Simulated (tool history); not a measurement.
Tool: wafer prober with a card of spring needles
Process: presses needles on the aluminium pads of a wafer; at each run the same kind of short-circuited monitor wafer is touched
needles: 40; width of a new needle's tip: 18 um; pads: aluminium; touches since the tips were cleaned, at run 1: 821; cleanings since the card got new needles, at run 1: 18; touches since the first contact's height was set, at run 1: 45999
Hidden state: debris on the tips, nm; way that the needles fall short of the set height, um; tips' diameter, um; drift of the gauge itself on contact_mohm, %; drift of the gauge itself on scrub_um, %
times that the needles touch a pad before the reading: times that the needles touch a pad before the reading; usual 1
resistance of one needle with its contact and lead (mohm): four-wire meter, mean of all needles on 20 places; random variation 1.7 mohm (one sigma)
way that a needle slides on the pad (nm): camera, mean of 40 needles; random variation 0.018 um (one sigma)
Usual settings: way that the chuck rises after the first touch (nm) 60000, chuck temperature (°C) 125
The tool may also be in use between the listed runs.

run    day  way that the chuck rises after the first touch (nm)  chuck temperature (°C)  times that the needles touch a pad before the reading  touches since the tips were cleaned  cleanings since the card got new needles  touches since the first contact's height was set  resistance of one needle with its contact and lead (mohm)  way that a needle slides on the pad (nm)
  1  0.000                                                60000                     125                                                      1                                  821                                        18                                             45999                                                        194                                     10830
     0.221  -- tips cleaned on abrasive film
  2  0.283                                                60000                     125                                                      1                                  452                                        19                                             48102                                                        194                                     10830
     0.538  -- tips cleaned on abrasive film
  3  0.671                                                60000                      89                                                      1                                 1001                                        20                                             51003                                                        184                                     10810
     0.871  -- tips cleaned on abrasive film
  4  1.050                                                60000                      89                                                      1                                 1357                                        21                                             53846                                                        188                                     10770
     1.204  -- tips cleaned on abrasive film
  5  1.396                                                60000                      89                                                      1                                 1436                                        22                                             56424                                                        187                                     10760
     1.533  -- tips cleaned on abrasive film
  6  1.579                                                47000                     125                                                      1                                  335                                        23                                             57775                                                        199                                      8440
  7  1.767                                                47000                     125                                                      1                                 1757                                        23                                             59197                                                        200                                      8430
     1.862  -- tips cleaned on abrasive film
  8  2.096                                                76000                     125                                                      1                                 1778                                        24                                             61662                                                        190                                     13610
     2.196  -- tips cleaned on abrasive film
  9  2.358                                                60000                     125                                                      1                                 1222                                        25                                             63604                                                        196                                     10740
     2.508  -- tips cleaned on abrasive film
 10  2.721                                                60000                     125                                                      1                                 1603                                        26                                             66309                                                        194                                     10730
     2.821  -- tips cleaned on abrasive film
 11  3.046                                                60000                     100                                                      1                                 1723                                        27                                             68761                                                        191                                     10710
     3.146  -- tips cleaned on abrasive film
 12  3.271                                                60000                     125                                                      1                                  945                                        28                                             70408                                                        192                                     10690
     3.458  -- tips cleaned on abrasive film
 13  3.554                                                60000                     125                                                      1                                  699                                        29                                             72520                                                        195                                     10670
 14  3.742                                                60000                     125                                                      1                                 2125                                        29                                             73946                                                        193                                     10710
     3.796  -- tips cleaned on abrasive film
 15  4.012                                                60000                     125                                                      1                                 1612                                        30                                             75955                                                        195                                     10680
     4.112  -- tips cleaned on abrasive film
 16  4.333                                                60000                     125                                                      2                                 1670                                        31                                             78352                                                        195                                     10670
     4.442  -- tips cleaned on abrasive film
     4.454  -- height of the first contact set anew
 17  4.662                                                49000                     125                                                      2                                 1584                                        32                                              1584                                                        199                                      8720
     4.792  -- tips cleaned on abrasive film
 18  4.867                                                78000                     106                                                      1                                  566                                        33                                              3095                                                        187                                     13840
     5.108  -- tips cleaned on abrasive film
 19  5.112                                                45000                     125                                                      1                                   38                                        34                                              4932                                                        200                                      7970
 20  5.417                                                40000                      60                                                      1                                 2317                                        34                                              7211                                                        189                                      7090
     5.442  -- tips cleaned on abrasive film
 21  5.625                                                40000                      60                                                      1                                 1360                                        35                                              8751                                                        189                                      7090
     5.771  -- tips cleaned on abrasive film
 22  5.917                                                46000                     104                                                      1                                 1120                                        36                                             10945                                                        198                                      8150
     6.096  -- tips cleaned on abrasive film
 23  6.146                                                40000                      67                                                      1                                  378                                        37                                             12631                                                        189                                      7090
 24  6.312                                                64000                      43                                                      2                                 1646                                        37                                             13899                                                        180                                     11310
     6.417  -- tips cleaned on abrasive film
 25  6.696                                                47000                      58                                                      2                                 2123                                        38                                             16769                                                        185                                      8290
     6.729  -- tips cleaned on abrasive film
 26  7.017                                                74000                      84                                                      1                                 2178                                        39                                             19158                                                        186                                     13040
     7.050  -- tips cleaned on abrasive film
 27  7.358                                                60000                     125                                                      3                                 2307                                        40                                             21702                                                        195                                     10580
     7.388  -- tips cleaned on abrasive film
 28  7.667                                                60000                     125                                                      3                                 2099                                        41                                             24001                                                        196                                     10530
     7.717  -- tips cleaned on abrasive film
 29  8.012                                                45000                      26                                                      3                                 2214                                        42                                             26588                                                        179                                      7920
     8.046  -- tips cleaned on abrasive film
 30  8.233                                                63000                     125                                                      2                                 1399                                        43                                             28224                                                        193                                     11070
     8.329  -- gauge calibrated
     8.367  -- tips cleaned on abrasive film
 31  8.508                                                60000                      26                                                      2                                 1060                                        44                                             30288                                                        174                                     10810
     8.696  -- tips cleaned on abrasive film
 32  8.817                                                59000                      26                                                      2                                  901                                        45                                             32573                                                        176                                     10630

3 ways to go on from here, each from the tool as it stands after run 32. What would each give?
     9.025  -- tips cleaned on abrasive film
  A  9.029                                                59000                      30                                                      2                                   52                                        46                                             34171                                                          ?                                         ?
     9.025  -- tips cleaned on abrasive film
  B  9.029                                                42000                      26                                                      1                                   52                                        46                                             34171                                                          ?                                         ?
     9.025  -- tips cleaned on abrasive film
  C  9.029                                                44000                     125                                                      3                                   52                                        46                                             34171                                                          ?                                         ?

run  resistance of one needle with its contact and lead (mohm)  way that a needle slides on the pad (nm)
  A                                                        174                                     10610
  B                                                        181                                      7530
  C                                                        199                                      7890
Without the tool's hidden state the same runs would have given:
run  resistance of one needle with its contact and lead (mohm)  way that a needle slides on the pad (nm)
  A                                                        174                                     10640
  B                                                        180                                      7550
  C                                                        199                                      7910
